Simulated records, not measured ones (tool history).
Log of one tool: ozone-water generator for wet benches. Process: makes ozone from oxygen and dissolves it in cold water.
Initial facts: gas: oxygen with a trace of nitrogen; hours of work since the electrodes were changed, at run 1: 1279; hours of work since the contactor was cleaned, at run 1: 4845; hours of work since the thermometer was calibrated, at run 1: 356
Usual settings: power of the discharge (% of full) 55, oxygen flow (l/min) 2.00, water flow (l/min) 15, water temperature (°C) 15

run,day,power of the discharge (% of full),oxygen flow (l/min),water flow (l/min),water temperature (°C),hours of work since the electrodes were changed,hours of work since the contactor was cleaned,hours of work since the thermometer was calibrated,dissolved ozone (ppm),ozone in the gas ahead of the water (g/m3)
1,0.000,55,2.00,15,15,1279,4845,356,9.3,118.3
2,1.058,55,2.00,15,15,1298,4863,375,9.4,116.6
3,2.146,55,2.00,15,15,1317,4883,394,9.2,117.7
4,3.571,55,2.00,15,15,1342,4908,419,9.5,115.0
5,4.817,55,2.00,15,15,1364,4930,441,9.5,116.6
6,6.446,55,2.00,15,15,1393,4959,470,9.3,116.5
7,7.742,55,2.00,15,15,1416,4982,493,9.5,116.8
8,9.338,55,2.00,15,15,1444,5010,521,9.3,116.4
9,10.350,55,2.00,15,15,1462,5028,539,9.3,116.9
10,12.033,55,2.00,15,15,1492,5058,569,9.4,115.3
11,13.417,55,2.00,15,15,1517,5082,594,9.5,115.8
12,14.746,55,2.00,15,15,1540,5106,617,9.1,116.5
13,16.242,55,2.00,15,15,1567,5132,644,9.4,115.9
14,17.967,55,2.00,15,15,1597,5163,674,9.4,117.9
15,19.438,55,2.00,15,15,1623,5189,700,9.2,115.4
16,21.604,55,2.00,15,15,1662,5227,739,9.3,115.9
17,22.608,55,2.00,15,15,1680,5245,756,9.5,117.8
18,24.096,65,2.00,13,12,1706,5272,783,12.2,130.9
19,25.108,55,2.00,15,7,1724,5290,801,10.0,115.6
20,27.300,55,2.00,15,7,1763,5328,840,10.0,114.6
21,29.575,55,2.00,15,7,1803,5369,880,10.0,115.7
22,30.538,55,2.00,15,7,1820,5386,897,9.8,115.1
23,32.358,60,2.69,16,8,1852,5418,929,10.8,109.6
24,33.312,49,2.00,13,12,1869,5435,946,9.9,107.6
25,34.475,55,2.00,16,15,1890,5456,967,8.8,115.4
26,35.767,55,2.00,16,15,1913,5478,990,8.8,117.2
27,37.958,60,1.81,14,15,1952,5517,1028,10.4,128.0
28,38.933,60,1.81,14,15,1969,5535,1046,10.3,127.8
29,40.100,86,1.28,14,15,1990,5555,1066,11.3,186.9
30,41.804,86,1.28,14,15,2020,5586,1097,11.6,188.0
31,42.975,86,1.28,14,15,2041,5606,1117,11.4,188.1
32,45.317,86,1.28,14,15,2082,5648,1159,11.3,187.9
33,46.950,52,2.62,11,9,2111,5677,1188,13.3,98.5
34,49.258,52,2.62,11,9,2152,5718,1229,13.3,100.5

Predict each of these 3 candidate next runs independently; none follows another, all start after run 34:
A,50.767,73,1.78,11,15,2179,5744,1256,?,?
B,50.767,55,2.00,15,12,2179,5744,1256,?,?
C,50.767,72,2.62,15,13,2179,5744,1256,?,?

run,dissolved ozone (ppm),ozone in the gas ahead of the water (g/m3)
A,14.1,146.2
B,9.6,114.7
C,12.0,123.9
Had the tool no hidden state, the same runs would have come out as:
run,dissolved ozone (ppm),ozone in the gas ahead of the water (g/m3)
A,15.3,153.5
B,10.3,119.3
C,13.1,129.9
